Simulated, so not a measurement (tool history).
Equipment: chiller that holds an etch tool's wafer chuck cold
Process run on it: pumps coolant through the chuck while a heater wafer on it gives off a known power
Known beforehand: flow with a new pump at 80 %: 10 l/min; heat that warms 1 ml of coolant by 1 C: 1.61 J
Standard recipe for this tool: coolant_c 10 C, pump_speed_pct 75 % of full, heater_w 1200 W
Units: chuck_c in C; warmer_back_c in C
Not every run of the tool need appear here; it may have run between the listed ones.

run,hour,coolant_c,pump_speed_pct,heater_w,chuck_c,warmer_back_c
1,0,10,75,1200,26.4,5.05
2,149.5,10,75,1200,26.6,4.98
3,236.1,10,75,1034,24.3,4.35
# hour 326.1: chiller's thermometer calibrated
4,347.5,10,75,1034,24.9,4.32
5,473.3,10,75,1034,24.7,4.38
6,578.8,10,75,1034,24.8,4.32
7,709.2,10,75,1034,24.8,4.39
8,870.3,5,70,1200,23.1,5.44
9,960.3,12,67,1109,29.7,5.24
# hour 970.4: chiller's thermometer calibrated, once more
10,1079.9,12,67,1109,28.6,5.26
11,1242,9,75,1200,25.4,5.05
12,1402.8,9,75,1200,25.7,5.09
13,1506,9,75,1200,25.7,5.09

Alternative continuations, all from the tool just after run 13; predict every row:
A,1576.4,13,75,1200,?,?
B,1576.4,13,75,1151,?,?
C,1576.4,6,85,1266,?,?
D,1576.4,18,75,1471,?,?
E,1576.4,11,65,1200,?,?

run,chuck_c,warmer_back_c
A,29.6,5.11
B,29,4.91
C,21.6,4.67
D,38.2,6.25
E,29.9,5.88
With the hidden condition removed and each run's random variation left untouched, the same runs would have given:
run,chuck_c,warmer_back_c
A,28.2,4.82
B,27.7,4.63
C,20.3,4.41
D,36.5,5.89
E,28.4,5.54
